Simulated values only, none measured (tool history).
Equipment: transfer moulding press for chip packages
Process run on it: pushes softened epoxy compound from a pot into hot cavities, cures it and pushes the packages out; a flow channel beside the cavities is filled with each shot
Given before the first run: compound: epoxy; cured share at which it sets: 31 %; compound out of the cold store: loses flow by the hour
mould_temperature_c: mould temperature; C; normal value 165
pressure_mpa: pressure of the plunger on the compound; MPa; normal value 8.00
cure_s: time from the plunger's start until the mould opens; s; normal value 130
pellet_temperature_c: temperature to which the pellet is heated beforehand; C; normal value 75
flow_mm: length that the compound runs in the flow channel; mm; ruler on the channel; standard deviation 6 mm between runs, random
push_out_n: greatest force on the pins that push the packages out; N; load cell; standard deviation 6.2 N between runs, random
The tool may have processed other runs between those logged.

| run | hour | mould_temperature_c | pressure_mpa | cure_s | pellet_temperature_c | incoming compound's hours out of the cold store | flow_mm | push_out_n |
|---|---|---|---|---|---|---|---|---|
| 1 | 0.0 | 165 | 8.00 | 130 | 75 | 12.4 | 705 | 278 |
| 2 | 35.5 | 159 | 8.00 | 130 | 75 | 10.4 | 704 | 606 |
|  | 61.6 | cavities cleaned with cleaning compound and waxed |
| 3 | 71.0 | 165 | 8.00 | 130 | 84 | 47.9 | 637 | 270 |
| 4 | 95.1 | 165 | 8.00 | 130 | 84 | 27.1 | 665 | 339 |
| 5 | 117.9 | 165 | 8.00 | 130 | 84 | 30.0 | 662 | 385 |
|  | 129.0 | cavities cleaned with cleaning compound and waxed |
| 6 | 146.3 | 165 | 8.00 | 130 | 84 | 45.6 | 625 | 291 |
| 7 | 173.3 | 172 | 8.00 | 115 | 75 | 24.8 | 637 | 334 |
| 8 | 192.9 | 158 | 9.03 | 156 | 71 | 22.7 | 716 | 440 |
|  | 196.1 | cavities cleaned with cleaning compound and waxed |
| 9 | 213.1 | 158 | 9.03 | 156 | 71 | 31.7 | 697 | 339 |
|  | 223.0 | mould's thermocouples calibrated |
| 10 | 252.2 | 165 | 8.00 | 130 | 75 | 31.8 | 640 | 385 |
|  | 266.7 | cavities cleaned with cleaning compound and waxed |
| 11 | 290.0 | 165 | 8.00 | 130 | 75 | 35.2 | 627 | 316 |

Branching from run 11: 5 alternative next runs. What would each branch give?
| A | 306.5 | 161 | 8.00 | 115 | 67 | 47.0 | ? | ? |
| B | 306.5 | 167 | 8.00 | 130 | 75 | 47.9 | ? | ? |
| C | 306.5 | 165 | 8.14 | 130 | 75 | 26.8 | ? | ? |
| D | 306.5 | 166 | 8.00 | 112 | 76 | 45.8 | ? | ? |
| E | 306.5 | 171 | 8.00 | 117 | 84 | 41.8 | ? | ? |

| run | flow_mm | push_out_n |
|---|---|---|
| A | 612 | 604 |
| B | 606 | 325 |
| C | 648 | 371 |
| D | 606 | 457 |
| E | 606 | 315 |
The same runs, with their run-to-run variation unchanged, on a tool lacking any hidden condition would have given:
| run | flow_mm | push_out_n |
|---|---|---|
| A | 657 | 397 |
| B | 650 | 212 |
| C | 695 | 244 |
| D | 649 | 299 |
| E | 650 | 205 |

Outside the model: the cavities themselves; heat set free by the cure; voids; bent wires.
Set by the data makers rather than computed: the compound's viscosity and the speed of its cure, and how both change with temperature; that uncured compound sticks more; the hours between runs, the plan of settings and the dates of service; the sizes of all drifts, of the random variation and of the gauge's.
